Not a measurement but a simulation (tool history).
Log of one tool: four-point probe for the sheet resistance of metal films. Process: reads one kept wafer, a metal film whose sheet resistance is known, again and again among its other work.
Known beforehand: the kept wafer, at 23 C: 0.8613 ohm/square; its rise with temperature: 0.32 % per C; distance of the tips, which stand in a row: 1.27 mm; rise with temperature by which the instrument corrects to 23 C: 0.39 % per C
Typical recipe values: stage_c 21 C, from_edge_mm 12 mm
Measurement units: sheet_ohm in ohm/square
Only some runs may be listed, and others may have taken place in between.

run   hour  stage_c  from_edge_mm  sheet_ohm
  1    0.0       21            12   0.866602
  2   19.1       21            12   0.866640
  3   46.8       21            12   0.866466
  4   66.8       27            12   0.863129
  5   95.3       21            12   0.866456
  6  119.2       21            12   0.866329
  7  145.2       21            12   0.866963
  8  158.3       21             8   0.873218
  9  179.7       21             8   0.872978
 10  201.4       21             8   0.872716
 11  219.3       21            42   0.862141
 12  247.0       21            42   0.861454
 13  270.7       30            12   0.861094
 14  291.5       26            12   0.863420
 15  318.5       24            10   0.867448
 16  347.4       25             7   0.874064
 17  366.6       28            55   0.857806
 18  395.2       21            16   0.864459
 19  424.4       21            16   0.864441
 20  452.3       27            24   0.859055
 21  471.8       27            24   0.859263
 22  491.7       27            67   0.857958
 23  505.0       33            12   0.859828
 24  529.8       31            10   0.863545
 25  554.3       20            12   0.867011
 26  575.4       20            12   0.867134
 27  591.4       22            12   0.866101
 28  619.7       29             4   0.900202

Here are 5 independent what-if runs from the current tool condition. What would each one return?
  A  639.8       26            11          ?
  B  639.8       31            16          ?
  C  639.8       23             6          ?
  D  639.8       21            59          ?
  E  639.8       30            48          ?

run  sheet_ohm
  A   0.864753
  B   0.858741
  C   0.880469
  D   0.861736
  E   0.856721
Take away the tool's hidden state, keep each run's random variation, and the runs would have read:
run  sheet_ohm
  A   0.865795
  B   0.859747
  C   0.881550
  D   0.862804
  E   0.857731

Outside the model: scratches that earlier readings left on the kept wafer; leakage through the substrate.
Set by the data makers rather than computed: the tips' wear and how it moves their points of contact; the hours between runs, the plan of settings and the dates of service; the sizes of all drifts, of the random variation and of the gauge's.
